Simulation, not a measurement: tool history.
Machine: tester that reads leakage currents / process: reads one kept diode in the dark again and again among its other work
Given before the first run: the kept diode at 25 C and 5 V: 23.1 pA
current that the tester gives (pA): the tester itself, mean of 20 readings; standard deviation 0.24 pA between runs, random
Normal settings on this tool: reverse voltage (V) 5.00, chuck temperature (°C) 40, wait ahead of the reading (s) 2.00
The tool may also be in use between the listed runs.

run    hour  reverse voltage (V)  chuck temperature (°C)  wait ahead of the reading (s)  current that the tester gives (pA)
  1     0.0                 5.00                      40                           2.00                               76.11
  2   102.2                 5.00                      40                           2.00                               75.69
  3   205.4                 1.15                      40                           2.00                               42.65
  4   314.4                 1.15                      40                           2.00                               42.38
  5   504.9                 1.15                      40                           2.00                               42.13
  6   625.0                 6.27                      40                           2.00                               82.85
      655.0  -- chuck's temperature calibrated
  7   798.7                 6.27                      40                           2.00                               90.89
  8   916.0                 6.27                      40                           2.00                               90.73
  9  1048.3                 5.00                      40                           2.00                               82.66
 10  1226.8                 5.00                      40                           2.00                               82.38
     1409.7  -- probe card cleaned and baked
 11  1409.7                 4.17                      40                           2.00                               70.53
 12  1574.1                 5.00                      24                           2.00                               20.83
 13  1755.6                 8.83                      40                           2.00                               92.53
 14  1927.6                 5.00                      47                           2.00                              126.56
 15  2076.4                 5.00                      47                           2.00                              125.43
 16  2204.6                 5.00                      47                           2.00                              125.47
 17  2388.0                 5.00                      47                           2.00                              125.02
 18  2556.7                 5.00                      47                           2.00                              124.37
     2629.9  -- tester calibrated
 19  2747.0                 5.00                      40                           2.00                               75.51
 20  2858.6                 5.00                      40                           2.00                               75.59
 21  3007.2                 2.55                      40                           8.69                               57.51
 22  3107.5                 6.54                      40                           2.00                               83.83
 23  3284.4                17.39                      50                           0.58                              255.85
 24  3402.5                 7.90                      40                           2.00                               89.68
 25  3504.7                 9.17                      58                           0.43                              344.12
 26  3612.4                 3.73                      28                           2.00                               27.14
     3692.0  -- chuck's temperature calibrated
 27  3738.9                 3.73                      28                           2.00                               29.92
 28  3925.1                 3.73                      28                           2.00                               30.39
 29  4096.7                 3.73                      30                           5.08                               34.86
 30  4277.8                 5.00                      22                           2.00                               22.79
 31  4404.6                 1.20                      38                           2.00                               40.16
 32  4573.7                 8.90                      38                           2.00                               90.10
 33  4735.7                 8.90                      38                           2.00                               90.86
 34  4868.8                 4.50                      40                           4.72                               78.03
 35  4962.2                 9.72                      47                           2.42                              173.25
 36  5107.8                 2.48                      29                           9.95                               26.82
 37  5298.9                 2.48                      29                           9.95                               26.92
 38  5489.5                 2.48                      29                           9.95                               26.77

Predict each of these 3 candidate next runs independently; none follows another, all start after run 38:
  A  5651.5                 5.00                      40                           0.32                                   ?
  B  5651.5                 4.95                      40                           2.00                                   ?
  C  5651.5                 5.00                      52                           2.54                                   ?

run  current that the tester gives (pA)
  A                               82.45
  B                               80.27
  C                              186.30
Without the tool's unlogged condition, the same runs would have read:
run  current that the tester gives (pA)
  A                               80.87
  B                               78.71
  C                              191.81
